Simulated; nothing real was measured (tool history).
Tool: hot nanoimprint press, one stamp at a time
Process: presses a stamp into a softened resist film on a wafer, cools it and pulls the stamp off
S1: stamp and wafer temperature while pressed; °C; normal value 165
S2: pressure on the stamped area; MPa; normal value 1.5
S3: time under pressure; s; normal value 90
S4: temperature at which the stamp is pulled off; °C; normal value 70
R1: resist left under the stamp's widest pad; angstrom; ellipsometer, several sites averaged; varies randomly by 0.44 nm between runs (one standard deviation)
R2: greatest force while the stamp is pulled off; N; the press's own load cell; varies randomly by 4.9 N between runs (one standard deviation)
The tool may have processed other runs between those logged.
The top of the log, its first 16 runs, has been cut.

run 17 hour=167.6 | S1=165 S2=1.35 S3=90 S4=70 | R1=807 R2=277
run 18 hour=177.5 | S1=165 S2=1.35 S3=90 S4=70 | R1=810 R2=265
run 19 hour=188.5 | S1=165 S2=1.35 S3=90 S4=70 | R1=810 R2=267
run 20 hour=199.4 | S1=162 S2=1.6 S3=96 S4=56 | R1=820 R2=303
run 21 hour=206.3 | S1=169 S2=1.6 S3=96 S4=69 | R1=630 R2=270
run 22 hour=211.6 | S1=173 S2=1.43 S3=67 S4=62 | R1=672 R2=294
run 23 hour=221.6 | S1=160 S2=1.09 S3=121 S4=70 | R1=952 R2=275
run 24 hour=228 | S1=160 S2=1.19 S3=135 S4=56 | R1=877 R2=305
run 25 hour=233.4 | S1=160 S2=1.04 S3=135 S4=62 | R1=932 R2=293
run 26 hour=242.5 | S1=167 S2=1.67 S3=90 S4=64 | R1=689 R2=289
run 27 hour=250.6 | S1=167 S2=1.67 S3=90 S4=64 | R1=684 R2=302
run 28 hour=263 | S1=167 S2=1.77 S3=90 S4=70 | R1=662 R2=288
run 29 hour=272.9 | S1=167 S2=1.77 S3=90 S4=70 | R1=665 R2=284
run 30 hour=285.3 | S1=170 S2=1.5 S3=90 S4=64 | R1=644 R2=301

Forecast each of these 4 alternatives for the next run:
run A hour=292.1 | S1=170 S2=1.5 S3=68 S4=64 | R1=? R2=?
run B hour=292.1 | S1=165 S2=1.5 S3=77 S4=59 | R1=? R2=?
run C hour=292.1 | S1=165 S2=1.5 S3=68 S4=70 | R1=? R2=?
run D hour=292.1 | S1=171 S2=0.99 S3=79 S4=70 | R1=? R2=?

run=A R1=721 R2=298
run=B R1=820 R2=317
run=C R1=862 R2=290
run=D R1=794 R2=285
Without the tool's unlogged condition, the same runs would have read:
run=A R1=720 R2=250
run=B R1=819 R2=266
run=C R1=861 R2=243
run=D R1=794 R2=239
